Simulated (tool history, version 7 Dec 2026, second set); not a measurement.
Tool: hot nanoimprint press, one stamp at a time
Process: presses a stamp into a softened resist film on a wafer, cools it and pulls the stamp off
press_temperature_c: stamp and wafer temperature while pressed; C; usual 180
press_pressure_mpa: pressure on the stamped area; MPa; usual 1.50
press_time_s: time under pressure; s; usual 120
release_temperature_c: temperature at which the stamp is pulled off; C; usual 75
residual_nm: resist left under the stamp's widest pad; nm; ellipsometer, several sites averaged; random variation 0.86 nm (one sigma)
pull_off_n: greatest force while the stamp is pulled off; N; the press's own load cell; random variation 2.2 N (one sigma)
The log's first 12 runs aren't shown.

Run 13, hour 184.4: usual settings but press_time_s 128 s. Result: residual_nm 147.7 nm, pull_off_n 100 N.
Run 14, hour 192.9: usual settings but press_time_s 128 s. Result: residual_nm 146.0 nm, pull_off_n 104 N.
Run 15, hour 213.2: usual settings but release_temperature_c 77 C. Result: residual_nm 149.3 nm, pull_off_n 99 N.
Run 16, hour 226.8: usual settings but press_time_s 115 s. Result: residual_nm 152.7 nm, pull_off_n 106 N.
Run 17, hour 235.9: usual settings but press_time_s 115 s. Result: residual_nm 151.6 nm, pull_off_n 106 N.
Run 18, hour 248.5: usual settings but press_temperature_c 189 C, press_pressure_mpa 1.57 MPa, press_time_s 115 s. Result: residual_nm 102.1 nm, pull_off_n 106 N.
Run 19, hour 265.2: usual settings but press_temperature_c 189 C, press_pressure_mpa 1.57 MPa, press_time_s 115 s. Result: residual_nm 102.3 nm, pull_off_n 109 N.
Run 20, hour 277.1: usual settings but press_temperature_c 189 C, press_pressure_mpa 0.92 MPa, press_time_s 191 s. Result: residual_nm 114.7 nm, pull_off_n 105 N.
Run 21, hour 292.1: usual settings but press_pressure_mpa 1.28 MPa, release_temperature_c 62 C. Result: residual_nm 163.5 nm, pull_off_n 140 N.
Run 22, hour 302.4: usual settings but press_temperature_c 186 C, press_time_s 134 s. Result: residual_nm 110.8 nm, pull_off_n 106 N.
Run 23, hour 321.0: usual settings but press_temperature_c 186 C, press_time_s 134 s. Result: residual_nm 110.8 nm, pull_off_n 107 N.
Run 24, hour 338.6: usual settings but press_temperature_c 183 C, press_time_s 176 s, release_temperature_c 68 C. Result: residual_nm 115.0 nm, pull_off_n 130 N.
Run 25, hour 354.1: usual settings but press_temperature_c 183 C, press_time_s 176 s, release_temperature_c 68 C. Result: residual_nm 114.6 nm, pull_off_n 135 N.
Run 26, hour 368.1: usual settings but press_temperature_c 179 C, press_pressure_mpa 0.90 MPa, press_time_s 104 s, release_temperature_c 79 C. Result: residual_nm 211.5 nm, pull_off_n 98 N.
Run 27, hour 383.5: usual settings but press_temperature_c 178 C, press_pressure_mpa 2.09 MPa, press_time_s 113 s, release_temperature_c 63 C. Result: residual_nm 139.3 nm, pull_off_n 146 N.
Run 28, hour 399.6: usual settings but press_pressure_mpa 1.64 MPa. Result: residual_nm 142.6 nm, pull_off_n 106 N.
Run 29, hour 414.8: usual settings but press_temperature_c 168 C, press_pressure_mpa 1.64 MPa. Result: residual_nm 231.5 nm, pull_off_n 106 N.
Run 30, hour 429.2: usual settings but press_temperature_c 169 C, press_pressure_mpa 2.20 MPa, press_time_s 70 s, release_temperature_c 77 C. Result: residual_nm 229.0 nm, pull_off_n 102 N.
Run 31, hour 447.8: usual settings but press_temperature_c 179 C, press_pressure_mpa 1.28 MPa, press_time_s 70 s, release_temperature_c 62 C. Result: residual_nm 199.6 nm, pull_off_n 146 N.

Forecast each of these 3 alternatives for the next run:
Run A, hour 457.5: usual settings but press_temperature_c 170 C, press_time_s 80 s, release_temperature_c 83 C. Result: residual_nm ?, pull_off_n ?.
Run B, hour 457.5: usual settings but press_temperature_c 179 C, press_pressure_mpa 1.45 MPa, press_time_s 70 s, release_temperature_c 71 C. Result: residual_nm ?, pull_off_n ?.
Run C, hour 457.5: usual settings but press_temperature_c 191 C, press_time_s 192 s, release_temperature_c 72 C. Result: residual_nm ?, pull_off_n ?.

run  residual_nm  pull_off_n
  A        244.6          87
  B        186.7         124
  C         78.5         120
Without the tool's hidden state the same runs would have given:
run  residual_nm  pull_off_n
  A        250.6          78
  B        192.1         109
  C         80.7         105

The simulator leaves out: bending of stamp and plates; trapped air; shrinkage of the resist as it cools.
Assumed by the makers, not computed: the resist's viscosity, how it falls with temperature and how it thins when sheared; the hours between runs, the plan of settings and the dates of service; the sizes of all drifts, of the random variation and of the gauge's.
